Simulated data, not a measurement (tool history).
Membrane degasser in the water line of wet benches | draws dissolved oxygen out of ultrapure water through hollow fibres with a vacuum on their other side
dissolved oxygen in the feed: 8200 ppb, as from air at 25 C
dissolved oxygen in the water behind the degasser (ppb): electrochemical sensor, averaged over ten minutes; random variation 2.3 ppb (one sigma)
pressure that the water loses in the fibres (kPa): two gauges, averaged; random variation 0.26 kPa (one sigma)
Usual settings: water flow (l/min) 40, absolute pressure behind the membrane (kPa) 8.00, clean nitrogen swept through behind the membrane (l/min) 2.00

| run | day | water flow (l/min) | absolute pressure behind the membrane (kPa) | clean nitrogen swept through behind the membrane (l/min) | dissolved oxygen in the water behind the degasser (ppb) | pressure that the water loses in the fibres (kPa) |
|---|---|---|---|---|---|---|
| 1 | 0.000 | 40 | 8.00 | 2.00 | 231.7 | 69.83 |
| 2 | 12.792 | 40 | 8.00 | 2.00 | 232.9 | 69.82 |
| 3 | 23.642 | 40 | 8.00 | 2.12 | 223.3 | 70.12 |
| 4 | 32.725 | 40 | 8.00 | 2.00 | 231.0 | 70.00 |
| 5 | 40.692 | 40 | 8.00 | 2.00 | 235.5 | 70.22 |
| 6 | 47.900 | 40 | 8.00 | 2.00 | 233.5 | 70.46 |
| 7 | 59.975 | 40 | 15.05 | 2.00 | 515.8 | 70.17 |
| 8 | 71.221 | 38 | 8.00 | 2.00 | 221.4 | 67.68 |
|  | 76.275 | vacuum gauge calibrated |
| 9 | 79.775 | 40 | 5.34 | 2.00 | 118.4 | 70.26 |
| 10 | 85.888 | 40 | 5.34 | 2.00 | 116.0 | 70.78 |
| 11 | 97.175 | 46 | 11.32 | 3.93 | 245.5 | 81.74 |
| 12 | 109.479 | 46 | 11.32 | 3.93 | 249.4 | 81.74 |
| 13 | 123.658 | 46 | 11.32 | 3.93 | 246.7 | 81.55 |
| 14 | 136.233 | 46 | 11.32 | 3.93 | 246.9 | 82.07 |
| 15 | 144.312 | 46 | 18.74 | 4.85 | 369.6 | 82.23 |
| 16 | 151.062 | 59 | 10.45 | 1.74 | 531.4 | 105.86 |
| 17 | 157.462 | 24 | 8.00 | 1.24 | 209.3 | 42.75 |
|  | 160.329 | gauge calibrated |
| 18 | 168.408 | 41 | 13.06 | 2.32 | 406.9 | 72.28 |
| 19 | 182.079 | 41 | 9.56 | 4.60 | 156.7 | 71.99 |
| 20 | 191.762 | 40 | 8.00 | 1.55 | 282.4 | 70.45 |

5 ways to go on from here, each from the tool as it stands after run 20. What would each give?
| A | 199.529 | 40 | 8.00 | 0.88 | ? | ? |
| B | 199.529 | 41 | 7.80 | 2.46 | ? | ? |
| C | 199.529 | 44 | 8.37 | 1.77 | ? | ? |
| D | 199.529 | 40 | 4.82 | 1.04 | ? | ? |
| E | 199.529 | 40 | 6.15 | 1.55 | ? | ? |

| run | dissolved oxygen in the water behind the degasser (ppb) | pressure that the water loses in the fibres (kPa) |
|---|---|---|
| A | 425.2 | 70.38 |
| B | 196.1 | 72.06 |
| C | 295.6 | 77.46 |
| D | 146.7 | 70.30 |
| E | 183.5 | 70.16 |
Without the tool's hidden state the same runs would have given:
| run | dissolved oxygen in the water behind the degasser (ppb) | pressure that the water loses in the fibres (kPa) |
|---|---|---|
| A | 425.0 | 69.91 |
| B | 196.0 | 71.58 |
| C | 295.4 | 76.95 |
| D | 146.4 | 69.83 |
| E | 183.3 | 69.69 |
